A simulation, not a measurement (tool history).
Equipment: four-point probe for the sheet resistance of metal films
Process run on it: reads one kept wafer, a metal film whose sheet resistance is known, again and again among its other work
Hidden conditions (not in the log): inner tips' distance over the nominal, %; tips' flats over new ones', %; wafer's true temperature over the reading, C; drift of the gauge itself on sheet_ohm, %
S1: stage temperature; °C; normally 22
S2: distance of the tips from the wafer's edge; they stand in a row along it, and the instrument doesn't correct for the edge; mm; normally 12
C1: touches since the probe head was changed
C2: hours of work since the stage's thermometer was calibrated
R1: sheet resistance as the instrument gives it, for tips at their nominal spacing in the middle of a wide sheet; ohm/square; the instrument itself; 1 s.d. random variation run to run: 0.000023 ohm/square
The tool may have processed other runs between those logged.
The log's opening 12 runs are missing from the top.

{"run": 13, "hour": 384.0, "S1": 22, "S2": 12, "C1": 35709, "C2": 283, "R1": 0.112939}
{"run": 14, "hour": 417.8, "S1": 22, "S2": 12, "C1": 36698, "C2": 300, "R1": 0.112954}
{"run": 15, "hour": 460.5, "S1": 22, "S2": 55, "C1": 37948, "C2": 321, "R1": 0.11277}
{"run": 16, "hour": 496.0, "S1": 22, "S2": 55, "C1": 38985, "C2": 339, "R1": 0.112826}
{"run": 17, "hour": 538.0, "S1": 22, "S2": 55, "C1": 40215, "C2": 360, "R1": 0.112787}
{"run": 18, "hour": 560.2, "S1": 34, "S2": 10, "C1": 40864, "C2": 371, "R1": 0.114059}
{"run": 19, "hour": 602.3, "S1": 34, "S2": 10, "C1": 42094, "C2": 392, "R1": 0.114044}
{"run": 20, "hour": 633.7, "S1": 26, "S2": 4, "C1": 43013, "C2": 407, "R1": 0.11465}
{"run": 21, "hour": 673.7, "S1": 22, "S2": 49, "C1": 44182, "C2": 427, "R1": 0.112855}
{"run": 22, "hour": 717.1, "S1": 22, "S2": 49, "C1": 45451, "C2": 449, "R1": 0.112801}
{"run": 23, "hour": 736.5, "S1": 25, "S2": 5, "C1": 46021, "C2": 458, "R1": 0.114027}
{"run": 24, "hour": 760.0, "S1": 34, "S2": 17, "C1": 46707, "C2": 470, "R1": 0.113884}
{"run": 25, "hour": 787.8, "S1": 30, "S2": 11, "C1": 47520, "C2": 484, "R1": 0.113721}
{"run": 26, "hour": 815.1, "S1": 21, "S2": 66, "C1": 48319, "C2": 498, "R1": 0.112756}
{"run": 27, "hour": 835.7, "S1": 22, "S2": 12, "C1": 48920, "C2": 508, "R1": 0.112977}
{"run": 28, "hour": 862.2, "S1": 22, "S2": 12, "C1": 49697, "C2": 521, "R1": 0.113041}
{"run": 29, "hour": 884.0, "S1": 29, "S2": 45, "C1": 50333, "C2": 532, "R1": 0.113466}
{"run": 30, "hour": 913.6, "S1": 29, "S2": 45, "C1": 51199, "C2": 547, "R1": 0.113481}
{"run": 31, "hour": 932.4, "S1": 21, "S2": 45, "C1": 51749, "C2": 556, "R1": 0.112794}
{"run": 32, "hour": 953.2, "S1": 32, "S2": 44, "C1": 52358, "C2": 566, "R1": 0.113726}
{"run": 33, "hour": 975.4, "S1": 22, "S2": 4, "C1": 53006, "C2": 577, "R1": 0.114326}

Here are 4 independent what-if runs from the current tool condition. What would each one return?
{"run": "A", "hour": 995.6, "S1": 22, "S2": 14, "C1": 53599, "C2": 587, "R1": "?"}
{"run": "B", "hour": 995.6, "S1": 22, "S2": 20, "C1": 53599, "C2": 587, "R1": "?"}
{"run": "C", "hour": 995.6, "S1": 19, "S2": 4, "C1": 53599, "C2": 587, "R1": "?"}
{"run": "D", "hour": 995.6, "S1": 18, "S2": 7, "C1": 53599, "C2": 587, "R1": "?"}

run=A R1=0.112995
run=B R1=0.112929
run=C R1=0.114115
run=D R1=0.113010
Without the tool's unlogged condition, the same runs would have read:
run=A R1=0.113146
run=B R1=0.113081
run=C R1=0.114268
run=D R1=0.113162

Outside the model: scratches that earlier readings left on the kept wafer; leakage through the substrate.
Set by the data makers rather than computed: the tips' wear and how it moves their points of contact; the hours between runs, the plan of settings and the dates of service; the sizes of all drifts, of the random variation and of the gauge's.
